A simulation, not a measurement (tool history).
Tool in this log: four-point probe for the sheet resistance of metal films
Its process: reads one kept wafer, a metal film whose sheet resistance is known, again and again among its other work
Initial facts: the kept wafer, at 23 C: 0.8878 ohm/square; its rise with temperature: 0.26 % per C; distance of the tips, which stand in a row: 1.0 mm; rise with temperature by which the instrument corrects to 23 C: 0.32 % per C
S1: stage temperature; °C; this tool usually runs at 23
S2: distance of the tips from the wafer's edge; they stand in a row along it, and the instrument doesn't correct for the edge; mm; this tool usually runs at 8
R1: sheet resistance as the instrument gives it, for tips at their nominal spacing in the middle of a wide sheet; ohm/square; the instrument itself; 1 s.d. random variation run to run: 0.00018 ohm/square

run 1 hour=0 | S1=23 S2=8 | R1=0.892657
run 2 hour=38.4 | S1=23 S2=32 | R1=0.885627
run 3 hour=69.7 | S1=23 S2=32 | R1=0.885245
run 4 hour=105.7 | S1=23 S2=32 | R1=0.884923
run 5 hour=139.9 | S1=23 S2=8 | R1=0.8918
run 6 hour=176.4 | S1=23 S2=8 | R1=0.891219
run 7 hour=217.8 | S1=23 S2=8 | R1=0.891171
run 8 hour=251 | S1=23 S2=8 | R1=0.890885
run 9 hour=291.9 | S1=23 S2=8 | R1=0.890702
run 10 hour=346.7 | S1=23 S2=8 | R1=0.890149
run 11 hour=397.1 | S1=23 S2=66 | R1=0.882455
run 12 hour=435.8 | S1=23 S2=66 | R1=0.882584
run 13 hour=491.6 | S1=23 S2=66 | R1=0.882068
run 14 hour=521.7 | S1=23 S2=8 | R1=0.889279
run 15 hour=554.2 | S1=23 S2=4 | R1=0.910312
run 16 hour=603.8 | S1=31 S2=7 | R1=0.886993
run 17 hour=652.1 | S1=31 S2=7 | R1=0.886408
run 18 hour=696.2 | S1=28 S2=65 | R1=0.878263
run 19 hour=743.4 | S1=28 S2=65 | R1=0.87755
run 20 hour=793 | S1=28 S2=65 | R1=0.877745
run 21 hour=848.5 | S1=28 S2=65 | R1=0.877487
run 22 hour=891.2 | S1=20 S2=8 | R1=0.887673
run 23 hour=941.4 | S1=20 S2=8 | R1=0.887791
run 24 hour=966.7 | S1=18 S2=17 | R1=0.882483
run 25 hour=1023.1 | S1=31 S2=8 | R1=0.882088
run 26 hour=1046.3 | S1=29 S2=15 | R1=0.877641
run 27 hour=1094.4 | S1=29 S2=15 | R1=0.876834
run 28 hour=1147.4 | S1=29 S2=15 | R1=0.876488
run 29 hour=1172 | S1=29 S2=15 | R1=0.876318

Below, some changes in R1 between adjacent runs. For each, the amount present without the hidden state too (settings, incoming material, random variation) and the amount remaining for the hidden state with gauge scatter not shared by both compared results:
The tool's hidden condition here consists of: inner tips' distance over the nominal, %; tips' flats over new ones', %; wafer's true temperature over the reading, C; drift of the gauge itself on sheet_ohm, %.
Run 12 -> 13: no setting changed, nothing entered. R1 -0.000516 ohm/square: hidden state -0.000379, all else -0.000137.
Run 14 -> 15: S2 8 -> 4. R1 +0.021033 ohm/square: hidden state -0.000361, all else +0.021394.
Run 15 -> 16: S1 23 -> 31, S2 4 -> 7. R1 -0.023319 ohm/square: hidden state -0.000178, all else -0.023141.
Run 21 -> 22: S1 28 -> 20, S2 65 -> 8. R1 +0.010186 ohm/square: hidden state -0.000443, all else +0.010629.
